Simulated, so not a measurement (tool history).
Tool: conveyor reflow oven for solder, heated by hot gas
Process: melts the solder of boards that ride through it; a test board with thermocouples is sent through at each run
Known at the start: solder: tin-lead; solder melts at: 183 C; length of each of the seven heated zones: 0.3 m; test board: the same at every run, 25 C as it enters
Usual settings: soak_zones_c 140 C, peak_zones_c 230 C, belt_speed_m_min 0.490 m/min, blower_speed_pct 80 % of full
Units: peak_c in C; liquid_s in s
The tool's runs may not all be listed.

run 1 hour=0.0 | soak_zones_c=140 peak_zones_c=230 belt_speed_m_min=0.490 blower_speed_pct=80 | peak_c=205.9 liquid_s=45.4
run 2 hour=29.8 | soak_zones_c=140 peak_zones_c=230 belt_speed_m_min=0.490 blower_speed_pct=80 | peak_c=206.7 liquid_s=44.9
run 3 hour=60.5 | soak_zones_c=140 peak_zones_c=230 belt_speed_m_min=0.452 blower_speed_pct=80 | peak_c=209.8 liquid_s=52.2
run 4 hour=81.5 | soak_zones_c=140 peak_zones_c=230 belt_speed_m_min=0.452 blower_speed_pct=80 | peak_c=209.0 liquid_s=52.1
run 5 hour=95.3 | soak_zones_c=140 peak_zones_c=230 belt_speed_m_min=0.452 blower_speed_pct=80 | peak_c=208.5 liquid_s=52.2
run 6 hour=127.6 | soak_zones_c=140 peak_zones_c=230 belt_speed_m_min=0.452 blower_speed_pct=80 | peak_c=208.8 liquid_s=51.2
run 7 hour=149.8 | soak_zones_c=147 peak_zones_c=239 belt_speed_m_min=0.505 blower_speed_pct=80 | peak_c=213.5 liquid_s=52.0
run 8 hour=165.7 | soak_zones_c=153 peak_zones_c=230 belt_speed_m_min=0.490 blower_speed_pct=80 | peak_c=209.4 liquid_s=52.8
run 9 hour=186.7 | soak_zones_c=140 peak_zones_c=229 belt_speed_m_min=0.459 blower_speed_pct=80 | peak_c=206.4 liquid_s=48.0
-- hour=206.6 thermocouples of zones 6 and 7 changed
run 10 hour=206.7 | soak_zones_c=150 peak_zones_c=243 belt_speed_m_min=0.404 blower_speed_pct=80 | peak_c=225.8 liquid_s=79.2
run 11 hour=236.3 | soak_zones_c=140 peak_zones_c=230 belt_speed_m_min=0.481 blower_speed_pct=80 | peak_c=206.9 liquid_s=46.3
run 12 hour=251.2 | soak_zones_c=140 peak_zones_c=230 belt_speed_m_min=0.481 blower_speed_pct=80 | peak_c=206.7 liquid_s=45.1

4 ways to go on from here, each from the tool as it stands after run 12. What would each give?
run A hour=272.4 | soak_zones_c=133 peak_zones_c=225 belt_speed_m_min=0.481 blower_speed_pct=80 | peak_c=? liquid_s=?
run B hour=272.4 | soak_zones_c=140 peak_zones_c=230 belt_speed_m_min=0.460 blower_speed_pct=78 | peak_c=? liquid_s=?
run C hour=272.4 | soak_zones_c=153 peak_zones_c=243 belt_speed_m_min=0.542 blower_speed_pct=80 | peak_c=? liquid_s=?
run D hour=272.4 | soak_zones_c=136 peak_zones_c=230 belt_speed_m_min=0.469 blower_speed_pct=54 | peak_c=? liquid_s=?

run=A peak_c=200.3 liquid_s=35.8
run=B peak_c=208.2 liquid_s=49.5
run=C peak_c=215.6 liquid_s=51.3
run=D peak_c=201.4 liquid_s=37.2
Without the tool's hidden state the same runs would have given:
run=A peak_c=204.0 liquid_s=40.9
run=B peak_c=211.6 liquid_s=53.5
run=C peak_c=219.5 liquid_s=54.3
run=D peak_c=204.7 liquid_s=41.9
